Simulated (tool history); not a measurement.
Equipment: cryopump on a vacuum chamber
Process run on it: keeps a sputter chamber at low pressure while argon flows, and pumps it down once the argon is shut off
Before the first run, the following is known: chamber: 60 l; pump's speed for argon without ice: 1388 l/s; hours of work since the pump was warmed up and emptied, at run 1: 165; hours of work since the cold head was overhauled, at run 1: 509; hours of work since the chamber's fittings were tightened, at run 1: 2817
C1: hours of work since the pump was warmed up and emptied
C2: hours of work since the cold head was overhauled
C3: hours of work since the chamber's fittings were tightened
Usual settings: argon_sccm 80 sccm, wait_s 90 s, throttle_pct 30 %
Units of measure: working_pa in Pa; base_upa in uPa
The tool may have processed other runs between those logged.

Run 1, hour 0.0: usual settings; C1 165; C2 509; C3 2817. Result: working_pa 0.3459 Pa, base_upa 4.26 uPa.
Run 2, hour 59.0: usual settings but wait_s 44 s; C1 192; C2 535; C3 2844. Result: working_pa 0.3477 Pa, base_upa 5.15 uPa.
Run 3, hour 111.6: usual settings but wait_s 44 s; C1 215; C2 559; C3 2867. Result: working_pa 0.3493 Pa, base_upa 4.99 uPa.
Run 4, hour 168.8: usual settings but wait_s 44 s; C1 241; C2 584; C3 2893. Result: working_pa 0.3536 Pa, base_upa 5.28 uPa.
At hour 196.1: leaking fittings of the chamber tightened, without venting.
Run 5, hour 206.0: usual settings but wait_s 44 s; C1 257; C2 600; C3 4. Result: working_pa 0.3572 Pa, base_upa 1.47 uPa.
Run 6, hour 241.7: usual settings but wait_s 44 s; C1 273; C2 616; C3 20. Result: working_pa 0.3604 Pa, base_upa 1.51 uPa.
Run 7, hour 309.1: usual settings but argon_sccm 158 sccm, wait_s 25 s, throttle_pct 41 %; C1 303; C2 647; C3 51. Result: working_pa 0.5496 Pa, base_upa 2.49 uPa.
Run 8, hour 354.3: usual settings but argon_sccm 158 sccm, wait_s 25 s, throttle_pct 41 %; C1 323; C2 667; C3 71. Result: working_pa 0.5577 Pa, base_upa 2.52 uPa.
At hour 395.0: pump warmed up, emptied and cooled again.
Run 9, hour 433.5: usual settings but argon_sccm 158 sccm, wait_s 59 s, throttle_pct 31 %; C1 17; C2 700; C3 104. Result: working_pa 0.6250 Pa, base_upa 1.17 uPa.
Run 10, hour 488.9: usual settings but argon_sccm 63 sccm, throttle_pct 21 %; C1 42; C2 725; C3 129. Result: working_pa 0.3684 Pa, base_upa 0.92 uPa.
Run 11, hour 537.3: usual settings but throttle_pct 22 %; C1 64; C2 747; C3 151. Result: working_pa 0.4497 Pa, base_upa 0.99 uPa.
Run 12, hour 580.5: usual settings but wait_s 56 s, throttle_pct 48 %; C1 83; C2 766; C3 170. Result: working_pa 0.2127 Pa, base_upa 1.32 uPa.

Consider 3 possible next runs. They are alternatives, not a sequence: every one starts from the tool as it was left by run 12. What does each give?
Run A, hour 618.9: usual settings but wait_s 60 s, throttle_pct 42 %; C1 100; C2 783; C3 187. Result: working_pa ?, base_upa ?.
Run B, hour 618.9: usual settings but argon_sccm 48 sccm; C1 100; C2 783; C3 187. Result: working_pa ?, base_upa ?.
Run C, hour 618.9: usual settings but wait_s 104 s; C1 100; C2 783; C3 187. Result: working_pa ?, base_upa ?.

run  working_pa  base_upa
  A      0.2414      1.33
  B      0.2014      1.03
  C      0.3368      0.98
Stripped of hidden state, with their random variation kept, the same runs would have yielded:
run  working_pa  base_upa
  A      0.2300      1.08
  B      0.1946      0.78
  C      0.3253      0.74
